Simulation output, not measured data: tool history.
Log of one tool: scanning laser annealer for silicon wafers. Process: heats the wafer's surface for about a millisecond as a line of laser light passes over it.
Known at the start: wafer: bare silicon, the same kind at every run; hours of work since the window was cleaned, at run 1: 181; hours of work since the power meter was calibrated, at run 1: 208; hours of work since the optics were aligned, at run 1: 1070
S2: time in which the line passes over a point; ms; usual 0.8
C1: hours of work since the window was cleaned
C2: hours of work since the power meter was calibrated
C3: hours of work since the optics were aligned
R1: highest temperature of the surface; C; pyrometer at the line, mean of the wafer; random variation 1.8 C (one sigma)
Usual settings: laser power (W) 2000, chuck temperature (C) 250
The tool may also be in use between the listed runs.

run 1 day=0 | laser_power_(W)=2000 S2=0.8 chuck_temperature_(C)=250 | C1=181 C2=208 C3=1070 | R1=961
run 2 day=0.438 | laser_power_(W)=2000 S2=0.8 chuck_temperature_(C)=250 | C1=188 C2=214 C3=1076 | R1=962
run 3 day=0.921 | laser_power_(W)=2000 S2=0.8 chuck_temperature_(C)=250 | C1=195 C2=221 C3=1083 | R1=961
-- day=1.588 optics aligned, line set to its width
run 4 day=1.7 | laser_power_(W)=2000 S2=0.8 chuck_temperature_(C)=250 | C1=203 C2=229 C3=2 | R1=972
run 5 day=2.196 | laser_power_(W)=2000 S2=0.8 chuck_temperature_(C)=250 | C1=210 C2=237 C3=9 | R1=972
run 6 day=2.571 | laser_power_(W)=2000 S2=0.8 chuck_temperature_(C)=250 | C1=216 C2=242 C3=14 | R1=973
run 7 day=3.021 | laser_power_(W)=2000 S2=0.8 chuck_temperature_(C)=250 | C1=222 C2=249 C3=21 | R1=975
run 8 day=3.371 | laser_power_(W)=2000 S2=0.8 chuck_temperature_(C)=250 | C1=227 C2=254 C3=26 | R1=972
run 9 day=4.042 | laser_power_(W)=2000 S2=0.8 chuck_temperature_(C)=250 | C1=237 C2=263 C3=36 | R1=970
run 10 day=4.717 | laser_power_(W)=2000 S2=0.8 chuck_temperature_(C)=250 | C1=247 C2=273 C3=45 | R1=969
run 11 day=5.138 | laser_power_(W)=2000 S2=0.8 chuck_temperature_(C)=250 | C1=253 C2=279 C3=51 | R1=971
run 12 day=5.529 | laser_power_(W)=2000 S2=0.8 chuck_temperature_(C)=250 | C1=259 C2=285 C3=57 | R1=969
run 13 day=6.1 | laser_power_(W)=2000 S2=0.8 chuck_temperature_(C)=250 | C1=267 C2=293 C3=65 | R1=970
run 14 day=6.438 | laser_power_(W)=2000 S2=0.8 chuck_temperature_(C)=250 | C1=272 C2=298 C3=70 | R1=971
run 15 day=7.117 | laser_power_(W)=2000 S2=0.8 chuck_temperature_(C)=250 | C1=282 C2=308 C3=80 | R1=969
run 16 day=7.417 | laser_power_(W)=2000 S2=0.8 chuck_temperature_(C)=250 | C1=286 C2=312 C3=85 | R1=970
run 17 day=7.762 | laser_power_(W)=2000 S2=0.668 chuck_temperature_(C)=250 | C1=291 C2=317 C3=89 | R1=903
run 18 day=8.188 | laser_power_(W)=2000 S2=0.8 chuck_temperature_(C)=250 | C1=297 C2=323 C3=96 | R1=968
run 19 day=8.483 | laser_power_(W)=2000 S2=0.8 chuck_temperature_(C)=250 | C1=301 C2=328 C3=100 | R1=966
run 20 day=8.938 | laser_power_(W)=2000 S2=0.8 chuck_temperature_(C)=250 | C1=308 C2=334 C3=107 | R1=967
run 21 day=9.262 | laser_power_(W)=2000 S2=0.8 chuck_temperature_(C)=250 | C1=313 C2=339 C3=111 | R1=966
run 22 day=9.6 | laser_power_(W)=2000 S2=0.8 chuck_temperature_(C)=250 | C1=318 C2=344 C3=116 | R1=966
run 23 day=10.288 | laser_power_(W)=2000 S2=0.72 chuck_temperature_(C)=250 | C1=328 C2=354 C3=126 | R1=928
run 24 day=10.808 | laser_power_(W)=2000 S2=0.8 chuck_temperature_(C)=250 | C1=335 C2=361 C3=134 | R1=966
run 25 day=11.167 | laser_power_(W)=1808 S2=0.8 chuck_temperature_(C)=215 | C1=340 C2=367 C3=139 | R1=855
-- day=11.312 window over the wafer cleaned
run 26 day=11.667 | laser_power_(W)=1808 S2=0.8 chuck_temperature_(C)=215 | C1=5 C2=373 C3=145 | R1=847
run 27 day=12.288 | laser_power_(W)=2066 S2=0.758 chuck_temperature_(C)=244 | C1=14 C2=382 C3=154 | R1=956
run 28 day=12.896 | laser_power_(W)=1998 S2=0.8 chuck_temperature_(C)=257 | C1=23 C2=390 C3=163 | R1=964
run 29 day=13.275 | laser_power_(W)=1998 S2=0.8 chuck_temperature_(C)=257 | C1=28 C2=396 C3=168 | R1=961
run 30 day=13.629 | laser_power_(W)=1998 S2=0.8 chuck_temperature_(C)=257 | C1=34 C2=401 C3=173 | R1=962
-- day=14.067 window over the wafer cleaned, once more
run 31 day=14.3 | laser_power_(W)=2187 S2=0.8 chuck_temperature_(C)=277 | C1=3 C2=410 C3=182 | R1=1079
run 32 day=14.846 | laser_power_(W)=1840 S2=0.613 chuck_temperature_(C)=277 | C1=11 C2=418 C3=190 | R1=853
run 33 day=15.475 | laser_power_(W)=2069 S2=0.613 chuck_temperature_(C)=260 | C1=20 C2=427 C3=199 | R1=916
run 34 day=16 | laser_power_(W)=2194 S2=0.787 chuck_temperature_(C)=288 | C1=28 C2=434 C3=206 | R1=1084
run 35 day=16.4 | laser_power_(W)=2125 S2=0.787 chuck_temperature_(C)=246 | C1=34 C2=440 C3=212 | R1=1014
run 36 day=16.754 | laser_power_(W)=2125 S2=0.787 chuck_temperature_(C)=246 | C1=39 C2=445 C3=217 | R1=1017
run 37 day=17.396 | laser_power_(W)=2000 S2=0.8 chuck_temperature_(C)=232 | C1=48 C2=455 C3=227 | R1=960
run 38 day=17.938 | laser_power_(W)=2000 S2=0.723 chuck_temperature_(C)=220 | C1=56 C2=462 C3=235 | R1=907
run 39 day=18.362 | laser_power_(W)=1895 S2=0.764 chuck_temperature_(C)=250 | C1=62 C2=469 C3=241 | R1=917
run 40 day=18.767 | laser_power_(W)=1895 S2=0.764 chuck_temperature_(C)=250 | C1=68 C2=474 C3=247 | R1=915
run 41 day=19.338 | laser_power_(W)=1842 S2=0.773 chuck_temperature_(C)=255 | C1=76 C2=483 C3=255 | R1=906
run 42 day=19.938 | laser_power_(W)=1896 S2=0.715 chuck_temperature_(C)=238 | C1=85 C2=491 C3=264 | R1=881

3 ways to go on from here, each from the tool as it stands after run 42. What would each give?
run A day=20.546 | laser_power_(W)=1966 S2=0.998 chuck_temperature_(C)=259 | C1=94 C2=500 C3=272 | R1=?
run B day=20.546 | laser_power_(W)=1896 S2=0.715 chuck_temperature_(C)=220 | C1=94 C2=500 C3=272 | R1=?
run C day=20.546 | laser_power_(W)=1896 S2=0.715 chuck_temperature_(C)=250 | C1=94 C2=500 C3=272 | R1=?

run=A R1=1057
run=B R1=861
run=C R1=890
Without the tool's hidden state the same runs would have given:
run=A R1=1071
run=B R1=873
run=C R1=902

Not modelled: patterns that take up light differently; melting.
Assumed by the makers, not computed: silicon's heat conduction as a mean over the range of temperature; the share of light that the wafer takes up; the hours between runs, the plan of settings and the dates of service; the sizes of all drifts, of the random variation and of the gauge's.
